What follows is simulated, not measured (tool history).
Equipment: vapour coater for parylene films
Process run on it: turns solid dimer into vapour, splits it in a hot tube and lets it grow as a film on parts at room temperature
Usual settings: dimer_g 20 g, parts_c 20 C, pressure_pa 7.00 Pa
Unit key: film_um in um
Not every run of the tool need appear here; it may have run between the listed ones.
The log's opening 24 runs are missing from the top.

run	hour	dimer_g	parts_c	pressure_pa	hours of work since the trap's valve was overhauled	hours of work since the table's thermometer was calibrated	film_um
25	261.1	20	17	5.06	135	228	3.52
26	275.6	9	30	2.91	142	235	1.30
27	283.4	9	30	2.91	146	239	1.32
28	298.2	12	18	3.99	154	247	2.14
29	312.2	12	18	3.99	161	254	2.14
30	327.6	11	20	7.00	169	262	1.71
31	335.1	20	13	4.03	173	266	3.97
32	349.5	11	13	4.03	180	273	2.17
33	363.5	11	13	4.03	187	280	2.17
34	377.6	31	13	7.00	194	288	5.52
35	385.6	20	20	10.39	199	292	2.88
36	393.0	20	28	10.39	202	296	2.43
37	403.7	20	28	10.39	208	301	2.42
38	413.4	20	18	3.78	213	306	3.56
39	420.7	29	20	2.07	217	310	5.47
40	429.0	21	20	5.33	221	314	3.38

Predict each of these 5 candidate next runs independently; none follows another, all start after run 40:
A	436.2	21	20	4.62	225	318	?
B	436.2	22	20	7.00	225	318	?
C	436.2	31	24	11.91	225	318	?
D	436.2	28	21	4.08	225	318	?
E	436.2	9	30	2.90	225	318	?

run	film_um
A	3.46
B	3.35
C	3.95
D	4.61
E	1.29
With no hidden state in the tool, these same runs would have given:
run	film_um
A	3.66
B	3.54
C	4.19
D	4.88
E	1.37
